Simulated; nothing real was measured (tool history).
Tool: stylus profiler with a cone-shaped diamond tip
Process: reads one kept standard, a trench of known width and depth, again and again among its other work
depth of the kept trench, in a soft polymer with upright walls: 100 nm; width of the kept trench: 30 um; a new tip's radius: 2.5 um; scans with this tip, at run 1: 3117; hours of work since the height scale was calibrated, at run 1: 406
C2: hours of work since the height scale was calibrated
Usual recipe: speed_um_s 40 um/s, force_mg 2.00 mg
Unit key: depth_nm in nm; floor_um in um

{"run": 1, "hour": 0.0, "speed_um_s": 40, "force_mg": 2.0, "scans with this tip": 3117, "C2": 406, "depth_nm": 100.61, "floor_um": 28.36}
{"run": 2, "hour": 106.2, "speed_um_s": 40, "force_mg": 3.79, "scans with this tip": 3518, "C2": 458, "depth_nm": 100.93, "floor_um": 28.37}
{"run": 3, "hour": 221.9, "speed_um_s": 40, "force_mg": 3.79, "scans with this tip": 3955, "C2": 515, "depth_nm": 100.95, "floor_um": 28.32}
{"run": 4, "hour": 287.3, "speed_um_s": 40, "force_mg": 2.0, "scans with this tip": 4202, "C2": 547, "depth_nm": 100.65, "floor_um": 28.27}
{"run": 5, "hour": 385.8, "speed_um_s": 40, "force_mg": 2.0, "scans with this tip": 4574, "C2": 596, "depth_nm": 100.71, "floor_um": 28.22}
{"run": 6, "hour": 450.0, "speed_um_s": 40, "force_mg": 2.0, "scans with this tip": 4817, "C2": 627, "depth_nm": 100.71, "floor_um": 28.24}
{"run": 7, "hour": 539.0, "speed_um_s": 40, "force_mg": 2.0, "scans with this tip": 5153, "C2": 671, "depth_nm": 100.66, "floor_um": 28.27}
{"run": 8, "hour": 621.5, "speed_um_s": 40, "force_mg": 2.0, "scans with this tip": 5465, "C2": 712, "depth_nm": 100.73, "floor_um": 28.21}
{"run": 9, "hour": 744.7, "speed_um_s": 40, "force_mg": 1.4, "scans with this tip": 5930, "C2": 772, "depth_nm": 100.6, "floor_um": 28.13}
{"run": 10, "hour": 870.1, "speed_um_s": 40, "force_mg": 2.99, "scans with this tip": 6404, "C2": 834, "depth_nm": 100.96, "floor_um": 28.24}
{"run": 11, "hour": 1003.3, "speed_um_s": 40, "force_mg": 2.99, "scans with this tip": 6907, "C2": 900, "depth_nm": 100.95, "floor_um": 28.18}
{"run": 12, "hour": 1079.1, "speed_um_s": 19, "force_mg": 1.17, "scans with this tip": 7194, "C2": 937, "depth_nm": 100.6, "floor_um": 28.24}
{"run": 13, "hour": 1139.0, "speed_um_s": 19, "force_mg": 1.17, "scans with this tip": 7420, "C2": 966, "depth_nm": 100.65, "floor_um": 28.11}
{"hour": 1146.4, "done": "height scale calibrated on a step standard"}
{"run": 14, "hour": 1268.8, "speed_um_s": 22, "force_mg": 2.05, "scans with this tip": 7909, "C2": 60, "depth_nm": 100.9, "floor_um": 28.15}
{"run": 15, "hour": 1374.2, "speed_um_s": 28, "force_mg": 2.06, "scans with this tip": 8307, "C2": 112, "depth_nm": 100.9, "floor_um": 28.15}
{"run": 16, "hour": 1494.3, "speed_um_s": 10, "force_mg": 1.78, "scans with this tip": 8761, "C2": 171, "depth_nm": 100.89, "floor_um": 28.17}
{"run": 17, "hour": 1549.7, "speed_um_s": 10, "force_mg": 1.78, "scans with this tip": 8970, "C2": 198, "depth_nm": 100.84, "floor_um": 28.13}
{"hour": 1614.2, "done": "height scale calibrated on a step standard, once more"}
{"run": 18, "hour": 1631.3, "speed_um_s": 158, "force_mg": 1.96, "scans with this tip": 9276, "C2": 8, "depth_nm": 100.58, "floor_um": 27.76}
{"run": 19, "hour": 1726.6, "speed_um_s": 91, "force_mg": 4.53, "scans with this tip": 9637, "C2": 55, "depth_nm": 100.97, "floor_um": 28.01}
{"run": 20, "hour": 1847.8, "speed_um_s": 17, "force_mg": 2.23, "scans with this tip": 10095, "C2": 115, "depth_nm": 100.61, "floor_um": 28.15}
{"run": 21, "hour": 1971.5, "speed_um_s": 37, "force_mg": 2.23, "scans with this tip": 10562, "C2": 176, "depth_nm": 100.64, "floor_um": 27.96}
{"run": 22, "hour": 2079.1, "speed_um_s": 37, "force_mg": 2.23, "scans with this tip": 10968, "C2": 229, "depth_nm": 100.65, "floor_um": 28.02}

Here are 3 independent what-if runs from the current tool condition. What would each one return?
{"run": "A", "hour": 2152.1, "speed_um_s": 99, "force_mg": 3.92, "scans with this tip": 11244, "C2": 265, "depth_nm": "?", "floor_um": "?"}
{"run": "B", "hour": 2152.1, "speed_um_s": 136, "force_mg": 1.13, "scans with this tip": 11244, "C2": 265, "depth_nm": "?", "floor_um": "?"}
{"run": "C", "hour": 2152.1, "speed_um_s": 40, "force_mg": 2.23, "scans with this tip": 11244, "C2": 265, "depth_nm": "?", "floor_um": "?"}

run=A depth_nm=100.91 floor_um=27.90
run=B depth_nm=100.43 floor_um=27.59
run=C depth_nm=100.66 floor_um=27.99
Had the tool no hidden state, the same runs would have come out as:
run=A depth_nm=100.83 floor_um=28.39
run=B depth_nm=100.35 floor_um=28.09
run=C depth_nm=100.59 floor_um=28.48
